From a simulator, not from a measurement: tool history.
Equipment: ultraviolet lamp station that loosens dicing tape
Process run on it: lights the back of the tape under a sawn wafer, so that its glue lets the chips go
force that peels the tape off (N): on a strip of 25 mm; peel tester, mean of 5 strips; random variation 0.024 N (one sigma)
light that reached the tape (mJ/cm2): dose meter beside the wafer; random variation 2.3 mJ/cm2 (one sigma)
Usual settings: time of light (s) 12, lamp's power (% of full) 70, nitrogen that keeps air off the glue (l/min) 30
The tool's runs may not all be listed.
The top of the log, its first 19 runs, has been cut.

run     day  time of light (s)  lamp's power (% of full)  nitrogen that keeps air off the glue (l/min)  force that peels the tape off (N)  light that reached the tape (mJ/cm2)
 20  36.562                 11                        70                                            12                              3.818                                   121
 21  39.333                 11                        70                                            12                              3.807                                   118
 22  41.342                 11                        70                                            12                              3.952                                   118
 23  43.967                 11                        70                                            12                              4.223                                   109
 24  45.142                 11                        70                                            12                              4.145                                   105
     45.508  -- window cleaned of glue's vapour
 25  47.733                 11                        60                                            55                              2.542                                   103
 26  49.879                 16                        66                                            10                              3.222                                   156
 27  52.338                 22                        66                                            10                              2.368                                   206
 28  53.704                 14                        94                                            28                               1.58                                   181
     54.108  -- lamp changed
 29    56.3                 14                        94                                            28                              0.646                                   296
 30  58.117                 15                        70                                            30                              0.971                                   229

Branching from run 30: 5 alternative next runs. What would each branch give?
  A  59.642                  6                        66                                             9                                  ?                                     ?
  B  59.642                 15                        88                                            14                                  ?                                     ?
  C  59.642                  9                        89                                            37                                  ?                                     ?
  D  59.642                 15                        70                                            12                                  ?                                     ?
  E  59.642                 12                        70                                            16                                  ?                                     ?

run  force that peels the tape off (N)  light that reached the tape (mJ/cm2)
  A                              5.213                                    82
  B                              1.273                                   279
  C                              1.501                                   169
  D                              2.033                                   221
  E                              2.331                                   180
Take away the tool's hidden state, keep each run's random variation, and the runs would have read:
run  force that peels the tape off (N)  light that reached the tape (mJ/cm2)
  A                              4.737                                    98
  B                              0.918                                   332
  C                              1.107                                   201
  D                              1.562                                   263
  E                              1.829                                   214
